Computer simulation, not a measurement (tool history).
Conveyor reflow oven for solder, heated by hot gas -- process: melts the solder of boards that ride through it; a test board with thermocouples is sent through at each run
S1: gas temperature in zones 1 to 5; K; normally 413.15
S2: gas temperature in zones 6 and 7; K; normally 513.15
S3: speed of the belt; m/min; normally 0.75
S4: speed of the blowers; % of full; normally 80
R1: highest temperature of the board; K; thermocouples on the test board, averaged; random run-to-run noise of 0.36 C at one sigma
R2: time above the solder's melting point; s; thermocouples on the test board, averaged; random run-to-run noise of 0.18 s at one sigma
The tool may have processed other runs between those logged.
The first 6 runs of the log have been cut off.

run   hour      S1      S2     S3  S4      R1    R2
  7  117.4  413.15  513.15  0.622  80  506.65  69.7
  8  145.3  413.15  513.15  0.622  80  507.05  70.1
  9  171.6  413.15  513.15  0.622  80  506.75  70.2
 10  184.4  413.15  513.15  0.622  80  506.25    70
 11  204.3  413.15  513.15   0.75  80  502.15  55.6
 12    222  413.15  513.15   0.75  80  502.25  55.3
 13    252  413.15  513.15   0.75  80  501.55  55.7
 14  275.4  413.15  513.15   0.75  58  496.05  52.6
 15  303.7  413.15  513.15   0.75  58  497.05  52.5
 16  323.5  413.15  508.15  0.847  80  493.45  44.9
 17  337.7  416.15  502.15  0.883  58  482.15  35.5
 18  363.1  401.15  510.15   0.75  80  497.45  49.9
 19  380.9  401.15  522.15   0.75  85  509.45  55.5
     387.5  -- flux residue cleaned out of gas plates and filters
 20  413.8  413.15  513.15  0.722  83  502.35  57.7
 21  437.7  413.15  508.15  0.648  86  500.85  64.3
 22  466.5  402.15  503.15  0.648  78  493.95  56.9
 23  487.5  402.15  503.15  0.648  78  494.05  56.5
 24  500.2  402.15  503.15  0.648  78  493.75  56.9
 25  517.4  402.15  516.15  0.648  85  506.25    64

What will run 26 give?
     524.3  -- belt drive overhauled, speed set with a stopwatch
 26   535  427.15  510.15  0.656  66   ?   ?

R1: 500.75 K
R2: 67.3 s
With the hidden condition absent and the run-to-run variation left alone, this run would have shown R1 500.95 K, R2 67.5 s.

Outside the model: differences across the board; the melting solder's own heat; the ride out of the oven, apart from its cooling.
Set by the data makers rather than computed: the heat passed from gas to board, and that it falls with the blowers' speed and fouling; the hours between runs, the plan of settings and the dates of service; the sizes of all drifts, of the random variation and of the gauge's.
